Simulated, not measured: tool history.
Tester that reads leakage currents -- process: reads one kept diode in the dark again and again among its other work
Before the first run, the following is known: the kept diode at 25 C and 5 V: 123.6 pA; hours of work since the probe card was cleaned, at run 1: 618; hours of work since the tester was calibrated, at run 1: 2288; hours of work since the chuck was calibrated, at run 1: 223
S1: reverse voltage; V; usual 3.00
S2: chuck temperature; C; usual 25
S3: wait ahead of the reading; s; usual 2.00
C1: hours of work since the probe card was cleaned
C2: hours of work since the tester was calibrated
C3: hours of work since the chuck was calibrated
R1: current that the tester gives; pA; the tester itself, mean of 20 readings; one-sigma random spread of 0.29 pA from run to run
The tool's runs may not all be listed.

run 1 hour=0.0 | S1=3.00 S2=25 S3=2.00 | C1=618 C2=2288 C3=223 | R1=96.28
run 2 hour=76.2 | S1=3.00 S2=25 S3=2.00 | C1=654 C2=2323 C3=259 | R1=95.86
run 3 hour=239.4 | S1=3.61 S2=25 S3=2.00 | C1=730 C2=2400 C3=335 | R1=104.84
run 4 hour=380.3 | S1=3.61 S2=25 S3=3.14 | C1=796 C2=2466 C3=401 | R1=105.30
run 5 hour=536.8 | S1=3.00 S2=26 S3=2.00 | C1=869 C2=2539 C3=474 | R1=104.65
run 6 hour=674.0 | S1=3.00 S2=25 S3=5.31 | C1=933 C2=2603 C3=538 | R1=95.99
run 7 hour=768.3 | S1=3.00 S2=25 S3=3.62 | C1=977 C2=2647 C3=582 | R1=95.47
run 8 hour=871.1 | S1=3.00 S2=54 S3=2.00 | C1=1025 C2=2695 C3=630 | R1=997.33
-- hour=995.3 probe card cleaned and baked
run 9 hour=1017.8 | S1=2.54 S2=24 S3=0.58 | C1=11 C2=2762 C3=698 | R1=80.95
run 10 hour=1134.7 | S1=2.54 S2=24 S3=0.58 | C1=65 C2=2817 C3=752 | R1=81.67
run 11 hour=1266.3 | S1=7.08 S2=34 S3=2.00 | C1=127 C2=2878 C3=814 | R1=321.11
run 12 hour=1387.1 | S1=9.76 S2=49 S3=1.74 | C1=183 C2=2935 C3=870 | R1=1240.68

Predict the results of run 13:
run 13 hour=1538.3 | S1=2.12 S2=55 S3=0.89 | C1=254 C2=3006 C3=941 | R1=?

{"run 13": {"R1": 909.22}}
With the hidden condition absent and the run-to-run variation left alone, this run would have shown R1 909.35 pA.

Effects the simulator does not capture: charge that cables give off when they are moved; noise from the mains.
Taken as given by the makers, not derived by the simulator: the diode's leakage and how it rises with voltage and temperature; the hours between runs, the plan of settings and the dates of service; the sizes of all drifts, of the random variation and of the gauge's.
